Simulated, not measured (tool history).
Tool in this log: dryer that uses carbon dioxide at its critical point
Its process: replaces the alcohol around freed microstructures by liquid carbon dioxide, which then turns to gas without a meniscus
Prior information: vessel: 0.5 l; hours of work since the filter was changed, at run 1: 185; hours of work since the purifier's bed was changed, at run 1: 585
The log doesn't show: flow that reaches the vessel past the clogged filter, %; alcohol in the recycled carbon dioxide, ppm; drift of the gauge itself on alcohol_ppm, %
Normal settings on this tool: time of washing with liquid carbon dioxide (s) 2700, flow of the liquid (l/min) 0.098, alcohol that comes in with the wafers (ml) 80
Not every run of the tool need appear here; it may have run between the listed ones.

run   hour  time of washing with liquid carbon dioxide (s)  flow of the liquid (l/min)  alcohol that comes in with the wafers (ml)  hours of work since the filter was changed  hours of work since the purifier's bed was changed  alcohol left in the vessel before it's heated (ppm by volume)
  1      0                                            2700                       0.098                                          80                                         185                                                 585                                                            361
  2   20.8                                            2700                       0.098                                          80                                         194                                                 595                                                            356
      30.4  -- inlet filter changed
  3   47.8                                            2700                       0.098                                          80                                           8                                                 607                                                            201
  4   72.9                                            2700                      0.0748                                          80                                          20                                                 618                                                            856
  5   97.6                                            2700                      0.0748                                          80                                          31                                                 630                                                            906
  6    118                                            2160                       0.098                                          80                                          41                                                 639                                                            692
  7  141.3                                            2160                       0.098                                          80                                          52                                                 650                                                            708
  8  163.4                                            2160                       0.098                                          80                                          62                                                 661                                                            759
     178.4  -- purifier's bed changed
  9  197.8                                            2160                       0.098                                          80                                          77                                                   9                                                            699
 10  226.3                                            2160                       0.098                                          80                                          90                                                  22                                                            726
 11  241.9                                            2160                       0.098                                          80                                          97                                                  30                                                            756
 12  266.5                                            2160                       0.098                                          80                                         109                                                  41                                                            790
 13  296.7                                            2160                       0.098                                          80                                         123                                                  55                                                            864
 14  314.2                                            2160                       0.098                                          33                                         131                                                  63                                                            354
 15  331.6                                            2700                      0.1159                                          80                                         139                                                  71                                                             82
 16  347.4                                            3360                      0.1159                                          80                                         146                                                  79                                                             27
 17  372.4                                            3420                       0.098                                          80                                         158                                                  90                                                             63
 18  401.6                                            3000                       0.098                                          80                                         172                                                 104                                                            151
 19  414.5                                            3000                       0.098                                          80                                         178                                                 110                                                            157
 20  445.3                                            3000                       0.098                                          80                                         192                                                 124                                                            171
     460.6  -- inlet filter changed
 21  460.6                                            3000                       0.098                                          80                                           0                                                 131                                                             76
 22  482.3                                            2280                      0.1164                                          41                                          10                                                 141                                                             81
 23  508.9                                            1680                      0.0637                                          41                                          23                                                 154                                                           5058
 24  531.6                                            1680                      0.0637                                          41                                          33                                                 164                                                           5028
 25  560.6                                            1680                      0.0637                                          41                                          47                                                 178                                                           5362
 26  587.7                                            1680                      0.0637                                          41                                          59                                                 190                                                           5327
 27  610.4                                            1860                      0.1637                                          48                                          70                                                 201                                                             56
 28  635.4                                            1680                       0.098                                          29                                          81                                                 213                                                            904
 29  659.4                                            3780                      0.0937                                          29                                          93                                                 224                                                             40
 30  674.8                                            3780                      0.1635                                          29                                         100                                                 231                                                             31
 31  695.2                                            3780                      0.1635                                          29                                         109                                                 240                                                             41
 32  718.6                                            2040                      0.1651                                          29                                         120                                                 251                                                             38
 33  742.2                                            2040                      0.1651                                          29                                         131                                                 262                                                             45
 34  754.9                                            2040                      0.1651                                          29                                         137                                                 268                                                             45
 35  774.8                                            1680                      0.0731                                          22                                         146                                                 278                                                           2350
 36  790.3                                            1680                      0.0731                                          22                                         154                                                 285                                                           2416
 37  809.3                                            2700                      0.1533                                          44                                         163                                                 294                                                             36
 38  829.4                                            1920                      0.1181                                          29                                         172                                                 303                                                            267
 39  855.4                                            1620                       0.116                                          37                                         184                                                 315                                                            849
 40  880.6                                            1620                       0.116                                          37                                         196                                                 327                                                            892

Some steps in alcohol left in the vessel before it's heated (ppm by volume) between neighbouring runs. How much of each would the tool show without its hidden state too (settings, what came in, random variation), and how much is left for the hidden state, with any gauge scatter that isn't in both results?
Run 22 -> 23: time of washing with liquid carbon dioxide (s) 2280 -> 1680, flow of the liquid (l/min) 0.1164 -> 0.0637. alcohol left in the vessel before it's heated (ppm by volume) +4977: hidden state +265, all else +4712.
Run 26 -> 27: time of washing with liquid carbon dioxide (s) 1680 -> 1860, flow of the liquid (l/min) 0.0637 -> 0.1637, alcohol that comes in with the wafers (ml) 41 -> 48. alcohol left in the vessel before it's heated (ppm by volume) -5271: hidden state -588, all else -4683.
Run 34 -> 35: time of washing with liquid carbon dioxide (s) 2040 -> 1680, flow of the liquid (l/min) 0.1651 -> 0.0731, alcohol that comes in with the wafers (ml) 29 -> 22. alcohol left in the vessel before it's heated (ppm by volume) +2305: hidden state +632, all else +1673.
Run 36 -> 37: time of washing with liquid carbon dioxide (s) 1680 -> 2700, flow of the liquid (l/min) 0.0731 -> 0.1533, alcohol that comes in with the wafers (ml) 22 -> 44. alcohol left in the vessel before it's heated (ppm by volume) -2380: hidden state -668, all else -1712.
